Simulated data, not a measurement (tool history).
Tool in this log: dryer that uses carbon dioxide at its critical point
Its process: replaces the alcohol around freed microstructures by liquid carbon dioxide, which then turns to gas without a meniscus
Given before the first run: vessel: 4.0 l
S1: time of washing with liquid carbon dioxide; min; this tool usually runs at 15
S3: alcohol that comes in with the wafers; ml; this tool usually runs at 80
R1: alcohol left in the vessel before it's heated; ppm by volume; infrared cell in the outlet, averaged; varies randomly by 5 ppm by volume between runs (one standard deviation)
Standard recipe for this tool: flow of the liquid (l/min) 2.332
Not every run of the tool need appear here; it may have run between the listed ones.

Run 1, day 0.000: usual settings. Result: R1 72 ppm by volume.
Run 2, day 0.433: usual settings. Result: R1 83 ppm by volume.
Run 3, day 1.121: usual settings. Result: R1 76 ppm by volume.
At day 1.429: inlet filter changed.
Run 4, day 1.879: usual settings. Result: R1 66 ppm by volume.
Run 5, day 2.650: usual settings. Result: R1 58 ppm by volume.
Run 6, day 3.117: usual settings. Result: R1 71 ppm by volume.
Run 7, day 4.100: usual settings. Result: R1 72 ppm by volume.
Run 8, day 4.812: usual settings but S3 28 ml. Result: R1 54 ppm by volume.
Run 9, day 5.579: usual settings but S3 28 ml. Result: R1 64 ppm by volume.
Run 10, day 6.267: usual settings but S3 28 ml. Result: R1 62 ppm by volume.
Run 11, day 6.683: usual settings but S3 28 ml. Result: R1 73 ppm by volume.
Run 12, day 7.308: usual settings but S3 28 ml. Result: R1 70 ppm by volume.
Run 13, day 7.929: usual settings but S1 10 min. Result: R1 237 ppm by volume.
Run 14, day 8.388: usual settings but S1 21 min. Result: R1 71 ppm by volume.
Run 15, day 8.962: usual settings but S1 21 min. Result: R1 75 ppm by volume.
Run 16, day 9.400: usual settings but S1 17 min. Result: R1 73 ppm by volume.
Run 17, day 10.258: usual settings but S1 17 min. Result: R1 86 ppm by volume.
Run 18, day 11.029: usual settings but S1 17 min. Result: R1 97 ppm by volume.
Run 19, day 11.546: usual settings. Result: R1 97 ppm by volume.
Run 20, day 12.033: usual settings. Result: R1 96 ppm by volume.
Run 21, day 12.642: usual settings. Result: R1 99 ppm by volume.
Run 22, day 13.154: usual settings. Result: R1 98 ppm by volume.
Run 23, day 13.942: usual settings. Result: R1 101 ppm by volume.
Run 24, day 14.683: usual settings. Result: R1 101 ppm by volume.
Run 25, day 15.679: usual settings but flow of the liquid (l/min) 1.510, S3 111 ml. Result: R1 393 ppm by volume.
Run 26, day 16.617: usual settings but S1 18 min, flow of the liquid (l/min) 2.330, S3 36 ml. Result: R1 86 ppm by volume.
Run 27, day 17.371: usual settings but S1 12 min, flow of the liquid (l/min) 2.790, S3 32 ml. Result: R1 108 ppm by volume.
Run 28, day 17.938: usual settings but S1 12 min, flow of the liquid (l/min) 2.790, S3 32 ml. Result: R1 106 ppm by volume.
Run 29, day 18.817: usual settings but flow of the liquid (l/min) 2.510, S3 107 ml. Result: R1 109 ppm by volume.
Run 30, day 19.504: usual settings but flow of the liquid (l/min) 3.880. Result: R1 102 ppm by volume.
Run 31, day 20.017: usual settings but S1 17 min, flow of the liquid (l/min) 2.570, S3 31 ml. Result: R1 98 ppm by volume.
Run 32, day 20.579: usual settings but S1 11 min, flow of the liquid (l/min) 3.540. Result: R1 107 ppm by volume.
Run 33, day 21.329: usual settings but flow of the liquid (l/min) 2.900, S3 24 ml. Result: R1 103 ppm by volume.
Run 34, day 21.788: usual settings but S1 10 min, flow of the liquid (l/min) 3.900. Result: R1 117 ppm by volume.
Run 35, day 22.404: usual settings but S1 9 min, flow of the liquid (l/min) 1.820. Result: R1 946 ppm by volume.
Run 36, day 23.271: usual settings but S1 9 min, flow of the liquid (l/min) 1.820. Result: R1 993 ppm by volume.
Run 37, day 24.125: usual settings but S1 18 min, flow of the liquid (l/min) 2.410, S3 35 ml. Result: R1 122 ppm by volume.
Run 38, day 25.050: usual settings but S1 19 min, flow of the liquid (l/min) 2.410, S3 34 ml. Result: R1 117 ppm by volume.
Run 39, day 25.508: usual settings but flow of the liquid (l/min) 1.760, S3 112 ml. Result: R1 295 ppm by volume.
Run 40, day 26.425: usual settings but S1 20 min, flow of the liquid (l/min) 3.270, S3 44 ml. Result: R1 107 ppm by volume.
Run 41, day 27.388: usual settings but S1 20 min, flow of the liquid (l/min) 3.270, S3 44 ml. Result: R1 109 ppm by volume.
Run 42, day 28.167: usual settings but S1 13 min, flow of the liquid (l/min) 2.390, S3 119 ml. Result: R1 202 ppm by volume.
Run 43, day 28.592: usual settings but S1 13 min, flow of the liquid (l/min) 1.690, S3 119 ml. Result: R1 600 ppm by volume.
Run 44, day 29.562: usual settings but S1 11 min, flow of the liquid (l/min) 3.700, S3 38 ml. Result: R1 127 ppm by volume.
Run 45, day 30.329: usual settings but S1 12 min, flow of the liquid (l/min) 3.010, S3 38 ml. Result: R1 132 ppm by volume.
Run 46, day 30.950: usual settings but S1 9 min, flow of the liquid (l/min) 1.510, S3 98 ml. Result: R1 2055 ppm by volume.
Run 47, day 31.629: usual settings but S1 19 min, flow of the liquid (l/min) 1.590, S3 25 ml. Result: R1 155 ppm by volume.

What if the next run were any one of these 4? Each begins from the tool's condition after run 47:
Run A, day 32.054: usual settings but S1 17 min, flow of the liquid (l/min) 1.650. Result: R1 ?.
Run B, day 32.054: usual settings but S1 19 min, flow of the liquid (l/min) 1.550, S3 51 ml. Result: R1 ?.
Run C, day 32.054: usual settings but S1 16 min, flow of the liquid (l/min) 1.750, S3 76 ml. Result: R1 ?.
Run D, day 32.054: usual settings but S1 14 min, flow of the liquid (l/min) 3.170, S3 24 ml. Result: R1 ?.

run   R1
  A  240
  B  173
  C  232
  D  116
The same runs, with their run-to-run variation unchanged, on a tool lacking any hidden condition would have given:
run  R1
  A  63
  B  26
  C  63
  D   0
